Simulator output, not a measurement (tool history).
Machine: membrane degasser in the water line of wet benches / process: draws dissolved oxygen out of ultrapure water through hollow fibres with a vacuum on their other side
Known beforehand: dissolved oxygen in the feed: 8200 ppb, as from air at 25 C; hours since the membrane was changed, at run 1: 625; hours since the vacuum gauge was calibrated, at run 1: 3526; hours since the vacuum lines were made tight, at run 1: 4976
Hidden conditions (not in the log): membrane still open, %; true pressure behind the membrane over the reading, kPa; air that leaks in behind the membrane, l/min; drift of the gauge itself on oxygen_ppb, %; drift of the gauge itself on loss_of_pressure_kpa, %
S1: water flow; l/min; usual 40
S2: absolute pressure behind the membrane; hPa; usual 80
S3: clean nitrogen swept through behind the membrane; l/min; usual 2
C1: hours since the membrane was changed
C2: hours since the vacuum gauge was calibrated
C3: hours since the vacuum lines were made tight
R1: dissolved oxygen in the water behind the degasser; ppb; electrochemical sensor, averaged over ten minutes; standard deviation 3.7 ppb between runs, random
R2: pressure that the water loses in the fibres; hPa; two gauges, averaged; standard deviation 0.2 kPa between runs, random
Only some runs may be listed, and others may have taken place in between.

{"run": 1, "hour": 0.0, "S1": 40, "S2": 80, "S3": 2, "C1": 625, "C2": 3526, "C3": 4976, "R1": 368, "R2": 416.5}
{"hour": 41.5, "done": "seals of the vacuum lines changed"}
{"run": 2, "hour": 149.7, "S1": 40, "S2": 80, "S3": 1.57, "C1": 773, "C2": 3674, "C3": 108, "R1": 421.4, "R2": 417.4}
{"run": 3, "hour": 260.0, "S1": 40, "S2": 80, "S3": 1.57, "C1": 883, "C2": 3784, "C3": 219, "R1": 416.8, "R2": 415.2}
{"run": 4, "hour": 369.8, "S1": 40, "S2": 195.5, "S3": 1.57, "C1": 993, "C2": 3894, "C3": 328, "R1": 969, "R2": 417.6}
{"run": 5, "hour": 541.5, "S1": 40, "S2": 195.5, "S3": 1.57, "C1": 1165, "C2": 4065, "C3": 500, "R1": 942.9, "R2": 416.1}
{"run": 6, "hour": 630.1, "S1": 40, "S2": 195.5, "S3": 1.57, "C1": 1254, "C2": 4154, "C3": 589, "R1": 957.5, "R2": 411.9}
{"run": 7, "hour": 739.3, "S1": 40, "S2": 195.5, "S3": 1.57, "C1": 1363, "C2": 4263, "C3": 698, "R1": 963.5, "R2": 414.4}
{"run": 8, "hour": 826.1, "S1": 40, "S2": 80, "S3": 1.43, "C1": 1450, "C2": 4350, "C3": 785, "R1": 442.4, "R2": 415.8}
{"run": 9, "hour": 913.0, "S1": 40, "S2": 80, "S3": 0.95, "C1": 1536, "C2": 4437, "C3": 872, "R1": 546, "R2": 415.8}
{"run": 10, "hour": 1015.1, "S1": 40, "S2": 80, "S3": 0.95, "C1": 1639, "C2": 4539, "C3": 974, "R1": 543.5, "R2": 417.1}
{"run": 11, "hour": 1119.4, "S1": 40, "S2": 80, "S3": 0.95, "C1": 1743, "C2": 4643, "C3": 1078, "R1": 543.6, "R2": 414.3}
{"run": 12, "hour": 1200.4, "S1": 40, "S2": 80, "S3": 0.95, "C1": 1824, "C2": 4724, "C3": 1159, "R1": 541.7, "R2": 412.6}
{"run": 13, "hour": 1308.2, "S1": 40, "S2": 80, "S3": 0.94, "C1": 1932, "C2": 4832, "C3": 1267, "R1": 551.9, "R2": 415.5}
{"run": 14, "hour": 1407.1, "S1": 31, "S2": 80, "S3": 2, "C1": 2030, "C2": 4931, "C3": 1366, "R1": 265.9, "R2": 325.4}
{"run": 15, "hour": 1530.3, "S1": 40, "S2": 80, "S3": 2, "C1": 2154, "C2": 5054, "C3": 1489, "R1": 374.7, "R2": 417.3}
{"run": 16, "hour": 1688.5, "S1": 40, "S2": 80, "S3": 2, "C1": 2312, "C2": 5212, "C3": 1647, "R1": 370.6, "R2": 422.6}
{"run": 17, "hour": 1772.3, "S1": 40, "S2": 199, "S3": 2.15, "C1": 2396, "C2": 5296, "C3": 1731, "R1": 795.8, "R2": 418.3}
{"run": 18, "hour": 1884.0, "S1": 56, "S2": 89.3, "S3": 0.9, "C1": 2507, "C2": 5408, "C3": 1843, "R1": 869.8, "R2": 580.1}
{"run": 19, "hour": 1962.0, "S1": 28, "S2": 80, "S3": 4.89, "C1": 2585, "C2": 5486, "C3": 1921, "R1": 148.3, "R2": 290.5}
{"run": 20, "hour": 2136.6, "S1": 40, "S2": 101.6, "S3": 2.9, "C1": 2760, "C2": 5660, "C3": 2095, "R1": 380.6, "R2": 413.5}
{"run": 21, "hour": 2290.7, "S1": 38, "S2": 80, "S3": 2, "C1": 2914, "C2": 5814, "C3": 2249, "R1": 348.6, "R2": 393.4}
{"run": 22, "hour": 2445.1, "S1": 38, "S2": 80, "S3": 2, "C1": 3068, "C2": 5969, "C3": 2404, "R1": 354.2, "R2": 394.1}
{"run": 23, "hour": 2568.3, "S1": 38, "S2": 80, "S3": 2, "C1": 3192, "C2": 6092, "C3": 2527, "R1": 350.2, "R2": 394.8}
{"run": 24, "hour": 2698.5, "S1": 38, "S2": 80, "S3": 2, "C1": 3322, "C2": 6222, "C3": 2657, "R1": 350.5, "R2": 396.6}
{"run": 25, "hour": 2874.5, "S1": 29, "S2": 138.7, "S3": 5.47, "C1": 3498, "C2": 6398, "C3": 2833, "R1": 219.6, "R2": 299.8}
{"hour": 2883.1, "done": "vacuum gauge calibrated"}
{"run": 26, "hour": 3031.1, "S1": 29, "S2": 138.7, "S3": 5.47, "C1": 3654, "C2": 148, "C3": 2989, "R1": 220.3, "R2": 302.7}
{"run": 27, "hour": 3184.6, "S1": 32, "S2": 130.6, "S3": 3.63, "C1": 3807, "C2": 302, "C3": 3143, "R1": 309.6, "R2": 333.4}
{"run": 28, "hour": 3350.6, "S1": 32, "S2": 130.6, "S3": 3.63, "C1": 3973, "C2": 468, "C3": 3309, "R1": 308.8, "R2": 334.5}
{"run": 29, "hour": 3434.8, "S1": 32, "S2": 99, "S3": 2.52, "C1": 4058, "C2": 552, "C3": 3393, "R1": 298.7, "R2": 333.7}
{"run": 30, "hour": 3531.4, "S1": 24, "S2": 103.2, "S3": 5.78, "C1": 4154, "C2": 648, "C3": 3489, "R1": 129.4, "R2": 248.6}
{"run": 31, "hour": 3653.4, "S1": 24, "S2": 69.7, "S3": 5.78, "C1": 4276, "C2": 770, "C3": 3611, "R1": 96.2, "R2": 246.7}
{"run": 32, "hour": 3833.9, "S1": 24, "S2": 69.7, "S3": 5.78, "C1": 4457, "C2": 951, "C3": 3792, "R1": 97.8, "R2": 251}

Here are 4 independent what-if runs from the current tool condition. What would each one return?
{"run": "A", "hour": 4012.7, "S1": 49, "S2": 102.3, "S3": 3.18, "C1": 4636, "C2": 1130, "C3": 3971, "R1": "?", "R2": "?"}
{"run": "B", "hour": 4012.7, "S1": 49, "S2": 90, "S3": 1.21, "C1": 4636, "C2": 1130, "C3": 3971, "R1": "?", "R2": "?"}
{"run": "C", "hour": 4012.7, "S1": 24, "S2": 69.7, "S3": 1.09, "C1": 4636, "C2": 1130, "C3": 3971, "R1": "?", "R2": "?"}
{"run": "D", "hour": 4012.7, "S1": 27, "S2": 100.1, "S3": 1.79, "C1": 4636, "C2": 1130, "C3": 3971, "R1": "?", "R2": "?"}

run=A R1=467.2 R2=509
run=B R1=663.9 R2=505.6
run=C R1=236.8 R2=252.6
run=D R1=300 R2=280.1
Stripped of hidden state, with their random variation kept, the same runs would have yielded:
run=A R1=466.6 R2=508.6
run=B R1=663.2 R2=505.2
run=C R1=236.5 R2=252.4
run=D R1=299.6 R2=279.9
